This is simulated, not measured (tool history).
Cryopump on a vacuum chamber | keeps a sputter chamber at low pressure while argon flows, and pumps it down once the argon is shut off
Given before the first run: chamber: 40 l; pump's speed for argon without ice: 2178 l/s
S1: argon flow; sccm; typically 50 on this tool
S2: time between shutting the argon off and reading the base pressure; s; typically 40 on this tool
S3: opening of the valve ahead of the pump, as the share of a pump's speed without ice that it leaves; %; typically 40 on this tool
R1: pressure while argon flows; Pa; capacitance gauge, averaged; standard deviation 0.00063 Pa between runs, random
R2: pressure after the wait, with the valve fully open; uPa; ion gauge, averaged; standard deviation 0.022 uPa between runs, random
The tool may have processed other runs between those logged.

{"run": 1, "hour": 0.0, "S1": 50, "S2": 40, "S3": 40, "R1": 0.0986, "R2": 0.87}
{"run": 2, "hour": 16.9, "S1": 50, "S2": 155, "S3": 40, "R1": 0.099, "R2": 0.54}
{"run": 3, "hour": 39.0, "S1": 50, "S2": 155, "S3": 40, "R1": 0.0998, "R2": 0.53}
{"run": 4, "hour": 56.2, "S1": 50, "S2": 40, "S3": 40, "R1": 0.0988, "R2": 0.85}
{"run": 5, "hour": 80.5, "S1": 50, "S2": 40, "S3": 40, "R1": 0.0986, "R2": 0.9}
{"run": 6, "hour": 101.2, "S1": 30, "S2": 40, "S3": 40, "R1": 0.059, "R2": 0.9}
{"run": 7, "hour": 125.0, "S1": 50, "S2": 40, "S3": 18, "R1": 0.2153, "R2": 0.9}
{"run": 8, "hour": 150.1, "S1": 50, "S2": 40, "S3": 18, "R1": 0.2183, "R2": 0.92}
{"run": 9, "hour": 168.2, "S1": 81, "S2": 233, "S3": 45, "R1": 0.1444, "R2": 0.51}
{"run": 10, "hour": 185.1, "S1": 81, "S2": 233, "S3": 45, "R1": 0.1451, "R2": 0.54}
{"run": 11, "hour": 212.3, "S1": 50, "S2": 253, "S3": 40, "R1": 0.0991, "R2": 0.52}
{"run": 12, "hour": 238.6, "S1": 32, "S2": 29, "S3": 40, "R1": 0.0642, "R2": 1.06}
{"run": 13, "hour": 263.6, "S1": 48, "S2": 211, "S3": 40, "R1": 0.0973, "R2": 0.52}

Forecast run 14:
{"run": 14, "hour": 286.1, "S1": 50, "S2": 115, "S3": 35, "R1": "?", "R2": "?"}

R1: 0.1145 Pa
R2: 0.64 uPa
Take away the tool's hidden state, keep the run-to-run variation as it was, and the same run would have given R1 0.1106 Pa, R2 0.3 uPa.
